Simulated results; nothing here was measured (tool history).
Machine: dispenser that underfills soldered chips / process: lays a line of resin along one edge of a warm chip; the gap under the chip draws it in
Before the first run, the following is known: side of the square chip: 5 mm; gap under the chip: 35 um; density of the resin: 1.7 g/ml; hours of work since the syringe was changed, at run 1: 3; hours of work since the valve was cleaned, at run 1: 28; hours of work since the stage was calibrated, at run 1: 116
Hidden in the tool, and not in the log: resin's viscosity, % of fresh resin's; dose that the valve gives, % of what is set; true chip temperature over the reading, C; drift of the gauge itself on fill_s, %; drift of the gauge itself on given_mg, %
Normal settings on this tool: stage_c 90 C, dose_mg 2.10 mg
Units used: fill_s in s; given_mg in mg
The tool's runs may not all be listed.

run,hour,stage_c,dose_mg,hours of work since the syringe was changed,hours of work since the valve was cleaned,hours of work since the stage was calibrated,fill_s,given_mg
1,0.0,90,2.10,3,28,116,47.7,2.054
2,2.4,81,2.10,5,29,118,71.6,2.043
3,5.3,90,2.10,7,31,120,63.6,2.043
# hour 6.5: new syringe of resin
4,9.8,90,2.10,2,34,123,43.5,2.035
5,12.6,90,2.10,4,36,125,50.0,2.019
6,16.2,90,2.10,7,39,127,63.6,2.032
# hour 17.7: new syringe of resin
7,18.6,85,2.10,1,40,129,44.9,2.028
8,22.0,90,2.63,3,43,131,43.8,2.526
9,26.5,91,2.10,6,46,134,58.2,2.012
# hour 28.7: new syringe of resin
10,30.3,90,2.10,1,48,137,40.1,2.015
11,32.7,90,2.10,3,50,139,45.4,1.997
12,36.4,90,2.10,5,53,141,56.1,1.981
# hour 39.7: new syringe of resin
13,40.9,90,2.10,1,55,144,38.2,1.996
14,43.5,90,2.10,3,57,146,45.7,1.984
15,46.9,90,2.10,5,60,148,56.0,1.993
# hour 50.8: new syringe of resin
16,51.0,90,2.10,0,62,151,37.7,1.965
17,53.1,89,2.10,2,64,153,42.9,1.964
18,55.8,89,2.10,4,66,154,49.8,1.967
19,58.8,78,1.87,6,68,157,88.8,1.752
20,61.1,78,1.87,7,70,158,101.0,1.755
# hour 62.0: new syringe of resin
21,63.8,104,2.27,1,71,160,26.7,2.131
22,68.3,101,1.92,4,74,163,38.8,1.783
23,71.1,92,2.36,6,76,165,54.9,2.193
# hour 73.0: new syringe of resin
24,74.0,85,2.15,1,78,167,44.5,1.981
# hour 76.8: dispensing valve cleaned and set on the balance
25,78.5,102,2.61,3,1,169,31.5,2.619
26,83.2,95,2.05,6,4,173,51.4,2.027
# hour 85.1: new syringe of resin
27,85.7,94,2.29,0,6,174,32.8,2.270
28,88.8,102,2.15,3,8,176,30.8,2.107
29,91.9,102,2.15,5,10,179,36.8,2.132
# hour 96.3: new syringe of resin
30,96.6,102,2.15,0,13,182,25.5,2.132
31,100.7,95,2.18,3,16,184,39.0,2.140
32,102.8,95,2.18,5,18,186,45.7,2.134
33,106.7,76,2.56,7,21,189,98.7,2.525
# hour 107.4: new syringe of resin
34,111.7,80,2.36,3,24,192,61.4,2.289
35,116.2,101,2.20,6,27,195,43.3,2.136

For some of the steps in fill_s from one run to the next: how much would appear even if the tool had no hidden state, given the settings, what came in and random variation, and how much remains for the hidden state plus any gauge scatter that the measured result and the result without hidden state don't share?
Run 18 -> 19: stage_c 89 -> 78, dose_mg 2.10 -> 1.87. fill_s +39.0 s: hidden state +20.6, all else +18.4.
Run 20 -> 21: stage_c 78 -> 104, dose_mg 1.87 -> 2.27, new syringe of resin. fill_s -74.3 s: hidden state -43.9, all else -30.4.
Run 32 -> 33: stage_c 95 -> 76, dose_mg 2.18 -> 2.56. fill_s +53.0 s: hidden state +29.8, all else +23.2.
Run 33 -> 34: stage_c 76 -> 80, dose_mg 2.56 -> 2.36, new syringe of resin. fill_s -37.3 s: hidden state -31.4, all else -5.9.
